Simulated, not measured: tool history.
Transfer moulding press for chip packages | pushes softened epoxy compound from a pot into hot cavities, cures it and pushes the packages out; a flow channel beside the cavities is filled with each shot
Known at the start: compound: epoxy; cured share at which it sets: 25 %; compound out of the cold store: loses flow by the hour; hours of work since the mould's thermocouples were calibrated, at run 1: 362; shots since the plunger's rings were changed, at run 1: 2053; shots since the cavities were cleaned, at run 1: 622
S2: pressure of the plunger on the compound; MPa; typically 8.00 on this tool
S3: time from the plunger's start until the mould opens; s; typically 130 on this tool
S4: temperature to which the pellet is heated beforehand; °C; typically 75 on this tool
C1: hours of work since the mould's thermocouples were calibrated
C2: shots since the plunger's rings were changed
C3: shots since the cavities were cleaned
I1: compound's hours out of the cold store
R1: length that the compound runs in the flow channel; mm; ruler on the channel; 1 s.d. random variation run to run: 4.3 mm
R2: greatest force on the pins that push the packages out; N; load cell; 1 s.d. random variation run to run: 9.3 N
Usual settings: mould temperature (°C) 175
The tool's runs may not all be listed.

run 1 hour=0.0 | mould_temperature_(°C)=175 S2=8.00 S3=130 S4=75 | C1=362 C2=2053 C3=622 | I1=9.6 | R1=1017 R2=683
run 2 hour=29.6 | mould_temperature_(°C)=175 S2=8.00 S3=130 S4=75 | C1=378 C2=2308 C3=877 | I1=10.3 | R1=1004 R2=746
-- hour=64.5 cavities cleaned with cleaning compound and waxed
run 3 hour=75.8 | mould_temperature_(°C)=175 S2=8.00 S3=130 S4=75 | C1=404 C2=2693 C3=98 | I1=34.5 | R1=850 R2=472
-- hour=89.2 plunger's sealing rings changed
run 4 hour=117.4 | mould_temperature_(°C)=175 S2=8.00 S3=130 S4=75 | C1=426 C2=243 C3=435 | I1=31.4 | R1=905 R2=641
run 5 hour=164.3 | mould_temperature_(°C)=175 S2=8.00 S3=130 S4=75 | C1=453 C2=646 C3=838 | I1=21.2 | R1=956 R2=740
-- hour=202.9 cavities cleaned with cleaning compound and waxed
run 6 hour=207.8 | mould_temperature_(°C)=175 S2=8.00 S3=130 S4=75 | C1=476 C2=1008 C3=42 | I1=31.0 | R1=887 R2=435
run 7 hour=252.8 | mould_temperature_(°C)=175 S2=8.00 S3=130 S4=75 | C1=502 C2=1395 C3=429 | I1=20.4 | R1=957 R2=654
run 8 hour=285.7 | mould_temperature_(°C)=175 S2=8.00 S3=130 S4=75 | C1=521 C2=1679 C3=713 | I1=23.7 | R1=926 R2=728
run 9 hour=324.5 | mould_temperature_(°C)=175 S2=8.00 S3=133 S4=75 | C1=543 C2=2013 C3=1047 | I1=46.4 | R1=781 R2=782
-- hour=340.3 cavities cleaned with cleaning compound and waxed
run 10 hour=364.6 | mould_temperature_(°C)=175 S2=8.00 S3=133 S4=75 | C1=565 C2=2346 C3=210 | I1=26.7 | R1=893 R2=514
run 11 hour=389.6 | mould_temperature_(°C)=175 S2=8.00 S3=133 S4=75 | C1=579 C2=2560 C3=424 | I1=18.7 | R1=942 R2=628
-- hour=418.4 plunger's sealing rings changed
run 12 hour=426.3 | mould_temperature_(°C)=175 S2=8.00 S3=133 S4=75 | C1=598 C2=68 C3=719 | I1=31.0 | R1=902 R2=726
run 13 hour=453.6 | mould_temperature_(°C)=175 S2=8.00 S3=130 S4=75 | C1=614 C2=303 C3=954 | I1=17.8 | R1=989 R2=769
-- hour=479.3 cavities cleaned with cleaning compound and waxed
run 14 hour=492.3 | mould_temperature_(°C)=172 S2=8.00 S3=130 S4=75 | C1=635 C2=624 C3=112 | I1=42.2 | R1=838 R2=480
-- hour=498.6 mould's thermocouples calibrated
run 15 hour=526.9 | mould_temperature_(°C)=173 S2=7.83 S3=112 S4=85 | C1=16 C2=904 C3=392 | I1=20.7 | R1=950 R2=759
run 16 hour=556.1 | mould_temperature_(°C)=171 S2=7.90 S3=123 S4=85 | C1=33 C2=1156 C3=644 | I1=20.6 | R1=957 R2=805
run 17 hour=597.2 | mould_temperature_(°C)=171 S2=7.90 S3=123 S4=85 | C1=56 C2=1509 C3=997 | I1=21.5 | R1=948 R2=874
-- hour=618.8 cavities cleaned with cleaning compound and waxed
run 18 hour=625.0 | mould_temperature_(°C)=171 S2=7.90 S3=123 S4=85 | C1=71 C2=1736 C3=53 | I1=31.4 | R1=882 R2=513
run 19 hour=661.6 | mould_temperature_(°C)=171 S2=7.90 S3=123 S4=85 | C1=92 C2=2051 C3=368 | I1=45.3 | R1=791 R2=668
run 20 hour=700.1 | mould_temperature_(°C)=175 S2=7.87 S3=141 S4=75 | C1=113 C2=2382 C3=699 | I1=20.8 | R1=922 R2=682
run 21 hour=730.1 | mould_temperature_(°C)=175 S2=9.73 S3=157 S4=75 | C1=131 C2=2641 C3=958 | I1=27.4 | R1=972 R2=769
-- hour=748.0 plunger's sealing rings changed
-- hour=756.3 cavities cleaned with cleaning compound and waxed
run 22 hour=764.8 | mould_temperature_(°C)=175 S2=7.53 S3=124 S4=75 | C1=148 C2=131 C3=73 | I1=40.1 | R1=831 R2=478
run 23 hour=812.5 | mould_temperature_(°C)=177 S2=6.33 S3=158 S4=75 | C1=175 C2=542 C3=484 | I1=40.5 | R1=751 R2=645
run 24 hour=835.4 | mould_temperature_(°C)=177 S2=6.33 S3=158 S4=75 | C1=188 C2=739 C3=681 | I1=37.2 | R1=761 R2=699
run 25 hour=877.0 | mould_temperature_(°C)=177 S2=6.33 S3=158 S4=75 | C1=212 C2=1098 C3=1040 | I1=38.9 | R1=750 R2=737
-- hour=895.0 cavities cleaned with cleaning compound and waxed
run 26 hour=900.0 | mould_temperature_(°C)=175 S2=8.00 S3=130 S4=84 | C1=224 C2=1282 C3=42 | I1=19.2 | R1=965 R2=449
run 27 hour=926.5 | mould_temperature_(°C)=175 S2=6.77 S3=130 S4=82 | C1=239 C2=1511 C3=271 | I1=26.5 | R1=834 R2=574

For each entry between runs, how does the tool's hidden state at the last listed run before it compare with that at the first listed run after it?
Runs 2 to 3: cavities cleaned with cleaning compound and waxed (hour 64.5)
  true mould temperature over the reading, C: 0.8 -> 0.85; pressure that reaches the compound, % of what is set: 92.85 -> 91.41; grip of the stained cavities, % over clean ones': 85.8 -> 17.5
  measured minus no-state result, R1: -41 -> -42 mm; R2: +338 -> +67 N
Runs 3 to 4: plunger's sealing rings changed (hour 89.2)
  true mould temperature over the reading, C: 0.85 -> 0.89; pressure that reaches the compound, % of what is set: 91.41 -> 99.11; grip of the stained cavities, % over clean ones': 17.5 -> 54.1
  measured minus no-state result, R1: -42 -> -6 mm; R2: +67 -> +220 N
Runs 5 to 6: cavities cleaned with cleaning compound and waxed (hour 202.9)
  true mould temperature over the reading, C: 0.95 -> 1; pressure that reaches the compound, % of what is set: 97.73 -> 96.51; grip of the stained cavities, % over clean ones': 80.8 -> 7.2
  measured minus no-state result, R1: -14 -> -18 mm; R2: +328 -> +25 N
Runs 9 to 10: cavities cleaned with cleaning compound and waxed (hour 340.3)
  true mould temperature over the reading, C: 1.14 -> 1.18; pressure that reaches the compound, % of what is set: 92.94 -> 91.74; grip of the stained cavities, % over clean ones': 90.8 -> 31.9
  measured minus no-state result, R1: -32 -> -43 mm; R2: +368 -> +120 N
Runs 11 to 12: plunger's sealing rings changed (hour 418.4)
  true mould temperature over the reading, C: 1.21 -> 1.25; pressure that reaches the compound, % of what is set: 91.02 -> 99.4; grip of the stained cavities, % over clean ones': 53.9 -> 76
  measured minus no-state result, R1: -49 -> -6 mm; R2: +213 -> +307 N
Runs 13 to 14: cavities cleaned with cleaning compound and waxed (hour 479.3)
  true mould temperature over the reading, C: 1.29 -> 1.34; pressure that reaches the compound, % of what is set: 98.54 -> 97.56; grip of the stained cavities, % over clean ones': 87 -> 18.6
  measured minus no-state result, R1: -11 -> -14 mm; R2: +350 -> +66 N
Runs 14 to 15: mould's thermocouples calibrated (hour 498.6)
  true mould temperature over the reading, C: 1.34 -> 0.29; pressure that reaches the compound, % of what is set: 97.56 -> 96.5; grip of the stained cavities, % over clean ones': 18.6 -> 51.4
  measured minus no-state result, R1: -14 -> -18 mm; R2: +66 -> +247 N
Runs 17 to 18: cavities cleaned with cleaning compound and waxed (hour 618.8)
  true mould temperature over the reading, C: 0.37 -> 0.41; pressure that reaches the compound, % of what is set: 94.52 -> 93.71; grip of the stained cavities, % over clean ones': 88.1 -> 11.4
  measured minus no-state result, R1: -29 -> -30 mm; R2: +404 -> +46 N
Runs 21 to 22: plunger's sealing rings changed (hour 748.0); cavities cleaned with cleaning compound and waxed (hour 756.3)
  true mould temperature over the reading, C: 0.53 -> 0.57; pressure that reaches the compound, % of what is set: 90.4 -> 99.57; grip of the stained cavities, % over clean ones': 87 -> 14
  measured minus no-state result, R1: -52 -> -4 mm; R2: +360 -> +55 N
Runs 25 to 26: cavities cleaned with cleaning compound and waxed (hour 895.0)
  true mould temperature over the reading, C: 0.71 -> 0.73; pressure that reaches the compound, % of what is set: 96.25 -> 95.66; grip of the stained cavities, % over clean ones': 89.4 -> 7.8
  measured minus no-state result, R1: -16 -> -24 mm; R2: +349 -> +29 N
